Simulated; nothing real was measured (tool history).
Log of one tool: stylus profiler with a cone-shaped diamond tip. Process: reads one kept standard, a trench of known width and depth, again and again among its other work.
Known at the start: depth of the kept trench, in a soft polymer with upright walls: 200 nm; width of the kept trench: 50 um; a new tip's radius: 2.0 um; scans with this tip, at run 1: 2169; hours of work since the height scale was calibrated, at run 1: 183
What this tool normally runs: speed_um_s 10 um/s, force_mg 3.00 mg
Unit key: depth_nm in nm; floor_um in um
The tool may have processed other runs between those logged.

| run | day | speed_um_s | force_mg | scans with this tip | hours of work since the height scale was calibrated | depth_nm | floor_um |
|---|---|---|---|---|---|---|---|
| 1 | 0.000 | 10 | 3.00 | 2169 | 183 | 202.84 | 48.17 |
| 2 | 0.367 | 10 | 3.00 | 2221 | 187 | 202.87 | 48.22 |
| 3 | 0.988 | 10 | 3.00 | 2309 | 195 | 202.88 | 48.15 |
| 4 | 1.458 | 10 | 3.00 | 2376 | 200 | 202.94 | 48.16 |
| 5 | 2.096 | 10 | 3.00 | 2466 | 208 | 202.87 | 48.17 |
| 6 | 2.517 | 10 | 3.00 | 2526 | 213 | 202.76 | 48.14 |
| 7 | 2.946 | 7 | 3.00 | 2587 | 218 | 202.78 | 48.17 |
| 8 | 3.304 | 4 | 3.00 | 2638 | 222 | 202.92 | 48.14 |
| 9 | 3.633 | 4 | 3.00 | 2684 | 226 | 202.81 | 48.23 |
| 10 | 3.950 | 4 | 3.00 | 2729 | 230 | 202.80 | 48.16 |
| 11 | 4.350 | 4 | 3.00 | 2786 | 235 | 202.79 | 48.13 |
| 12 | 5.033 | 4 | 3.00 | 2883 | 243 | 202.85 | 48.14 |
| 13 | 5.504 | 21 | 3.00 | 2949 | 249 | 202.80 | 48.11 |
| 14 | 5.908 | 10 | 5.01 | 3007 | 253 | 204.09 | 48.11 |
| 15 | 6.338 | 10 | 5.01 | 3068 | 258 | 204.08 | 48.11 |
| 16 | 7.004 | 10 | 5.01 | 3162 | 266 | 204.13 | 48.13 |
| 17 | 7.533 | 10 | 5.01 | 3237 | 273 | 204.04 | 48.08 |
| 18 | 8.021 | 10 | 5.01 | 3306 | 279 | 203.99 | 48.13 |
| 19 | 8.712 | 10 | 5.01 | 3404 | 287 | 204.04 | 48.12 |
| 20 | 9.067 | 10 | 5.01 | 3454 | 291 | 204.08 | 48.12 |
| 21 | 9.775 | 6 | 3.94 | 3555 | 300 | 203.43 | 48.17 |
| 22 | 10.354 | 6 | 3.94 | 3637 | 306 | 203.42 | 48.15 |
| 23 | 11.025 | 13 | 3.57 | 3732 | 314 | 203.06 | 48.12 |
| 24 | 11.412 | 31 | 4.40 | 3787 | 319 | 203.71 | 48.09 |
| 25 | 11.871 | 31 | 4.40 | 3852 | 325 | 203.66 | 48.08 |
| 26 | 12.612 | 7 | 7.32 | 3957 | 333 | 205.17 | 48.13 |
| 27 | 13.317 | 10 | 2.53 | 4057 | 342 | 202.39 | 48.08 |
| 28 | 14.025 | 10 | 1.34 | 4157 | 350 | 201.61 | 48.08 |
| 29 | 14.696 | 9 | 3.00 | 4253 | 358 | 202.60 | 48.13 |
| 30 | 15.038 | 9 | 3.00 | 4301 | 362 | 202.76 | 48.11 |
| 31 | 15.458 | 7 | 2.25 | 4361 | 367 | 202.29 | 48.12 |
| 32 | 16.092 | 7 | 2.25 | 4451 | 375 | 202.20 | 48.11 |

Run 33 comes next. What will it give?
| 33 | 16.500 | 12 | 7.34 | 4508 | 380 | ? | ? |

depth_nm: 205.26 nm
floor_um: 48.08 um
With no hidden state in the tool, this same run would have given depth_nm 205.53 nm, floor_um 48.22 um.

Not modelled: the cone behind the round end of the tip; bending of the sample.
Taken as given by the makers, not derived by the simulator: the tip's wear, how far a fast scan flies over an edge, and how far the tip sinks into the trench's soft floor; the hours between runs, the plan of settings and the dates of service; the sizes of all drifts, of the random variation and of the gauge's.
